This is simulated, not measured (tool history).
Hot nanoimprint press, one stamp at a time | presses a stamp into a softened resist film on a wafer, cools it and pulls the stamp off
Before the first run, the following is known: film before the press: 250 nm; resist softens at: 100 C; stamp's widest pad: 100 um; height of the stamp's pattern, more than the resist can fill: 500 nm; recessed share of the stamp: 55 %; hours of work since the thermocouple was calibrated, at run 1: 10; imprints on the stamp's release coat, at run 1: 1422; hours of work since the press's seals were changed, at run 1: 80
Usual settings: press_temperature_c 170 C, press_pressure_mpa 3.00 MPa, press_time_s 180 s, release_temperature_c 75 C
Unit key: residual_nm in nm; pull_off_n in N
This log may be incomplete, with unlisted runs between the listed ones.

run	hour	press_temperature_c	press_pressure_mpa	press_time_s	release_temperature_c	hours of work since the thermocouple was calibrated	imprints on the stamp's release coat	hours of work since the press's seals were changed	residual_nm	pull_off_n
1	0.0	170	3.00	180	75	10	1422	80	118.3	214
2	41.2	169	3.00	180	75	34	1538	105	125.1	209
3	73.7	169	3.00	180	75	54	1628	124	125.7	216
# hour 92.3: stamp cleaned and given a new release coat
4	118.9	169	3.00	180	75	77	74	147	125.1	180
5	139.8	169	3.00	180	75	90	133	160	126.3	184
6	158.9	169	3.00	180	75	101	186	171	125.6	184
7	193.8	169	3.00	180	75	122	284	192	126.1	187
8	221.1	170	3.00	180	81	138	360	208	120.8	157
9	257.6	170	3.00	180	81	160	463	230	120.5	163
10	292.2	170	3.00	180	66	180	560	251	120.8	235
11	329.9	170	3.03	180	67	203	665	273	120.9	240
12	359.9	170	3.03	180	67	221	749	291	120.8	243
13	397.4	170	3.03	124	60	243	854	313	136.8	281
14	424.9	170	2.44	124	80	259	931	330	150.2	174
15	455.7	170	3.46	180	75	278	1017	348	114.2	201
16	482.3	170	3.46	180	75	294	1092	364	114.1	205
17	510.0	167	3.15	130	65	310	1169	380	151.6	262
18	550.7	168	2.78	130	65	334	1283	405	152.8	263

Hidden condition of the tool, last listed run before each entry between runs versus first listed run after:
Run 3 -> run 4: stamp cleaned and given a new release coat (hour 92.3)
  true temperature over the reading, C: 0.12 -> 0.09; pressure that arrives at the usual setting, %: 99.39 -> 99.32; grip of the stamp's worn release coat, % over a new coat's: 19.8 -> 0.9
  measured value less the no-hidden-state value, residual_nm: -0.4 -> -0.1 nm; pull_off_n: +35 -> +2 N
